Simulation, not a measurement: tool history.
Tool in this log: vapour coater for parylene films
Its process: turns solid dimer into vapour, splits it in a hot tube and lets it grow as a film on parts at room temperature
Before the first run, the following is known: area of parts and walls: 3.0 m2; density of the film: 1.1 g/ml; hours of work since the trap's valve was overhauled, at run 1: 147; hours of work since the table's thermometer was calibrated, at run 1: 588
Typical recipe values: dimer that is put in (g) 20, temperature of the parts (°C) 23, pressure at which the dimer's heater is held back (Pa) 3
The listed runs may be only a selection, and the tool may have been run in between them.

run	day	dimer that is put in (g)	temperature of the parts (°C)	pressure at which the dimer's heater is held back (Pa)	hours of work since the trap's valve was overhauled	hours of work since the table's thermometer was calibrated	thickness of the film (um)
1	0	20	23	3	147	588	3.79
2	0.9	20	23	3	160	601	3.77
3	2.458	20	23	3	182	623	3.79
4	3.667	20	23	3	200	640	3.79
5	5.325	20	23	3	223	664	3.79
6	7.192	20	23	3	250	691	3.71
7	9.217	19	23	3	279	719	3.49
8	10.579	19	23	3	298	739	3.5
9	11.571	19	23	3	312	753	3.47
10	13.321	19	23	3	337	778	3.43
11	14.85	19	23	3	359	800	3.42
12	16.779	19	23	3	387	827	3.44
13	18.358	19	23	3	409	850	3.37
14	20.008	19	23	3	433	873	3.38
# day 21.083: trap's valve overhauled
15	22.254	19	23	3	17	903	3.83
16	24.383	19	23	3	47	933	3.76
# day 26.175: table's thermometer calibrated
17	26.233	20	23	3	73	1	3.79
18	27.812	23	23	3	95	23	4.31
19	29.925	23	23	3	125	53	4.36
20	31.492	20	23	3	148	76	3.75
21	33.129	20	23	3	171	99	3.7
22	34.496	20	23	4.22	191	119	3.59
23	35.467	20	19	3	204	132	4.07
24	36.571	10	17	3	220	148	2.15
25	37.821	22	33	6.92	238	166	2.7
26	39.325	22	33	6.92	259	187	2.67
27	40.779	9	28	3.68	280	208	1.37
28	42.738	20	31	5.45	308	236	2.65
29	44.225	10	21	3.9	329	257	1.82
30	45.967	33	24	7.54	354	282	4.94
31	46.95	15	26	2.22	368	296	2.51
32	48.433	20	18	2.97	389	317	4.06
33	49.612	10	17	5.28	406	334	1.89
34	51.446	10	17	5.28	432	360	1.89
# day 52.6: trap's valve overhauled
35	53.004	10	17	5.28	6	380	2.19
36	54.208	24	23	8.56	23	397	3.97
37	56.1	20	24	8.74	50	424	3.29
38	57.6	20	24	8.74	71	445	3.25
39	58.708	20	22	11.51	87	461	3.33
40	59.867	20	22	11.51	104	478	3.26
41	61.792	24	21	11.03	131	505	4.02
42	62.867	18	21	2.13	146	520	3.8
43	65.046	19	31	2.18	177	551	2.96
44	66.504	30	23	3	198	572	5.72
45	68.554	13	23	8.34	227	601	2.09
46	70.108	20	23	2.85	250	624	3.75

What if the next run were any one of these 4? Each begins from the tool's condition after run 46:
A	72.15	20	15	3	279	653	?
B	72.15	12	19	7.75	279	653	?
C	72.15	18	15	2.85	279	653	?
D	72.15	9	23	2.02	279	653	?

run	thickness of the film (um)
A	4.63
B	2.18
C	4.18
D	1.71
With the hidden condition removed and each run's random variation left untouched, the same runs would have given:
run	thickness of the film (um)
A	4.88
B	2.29
C	4.4
D	1.8
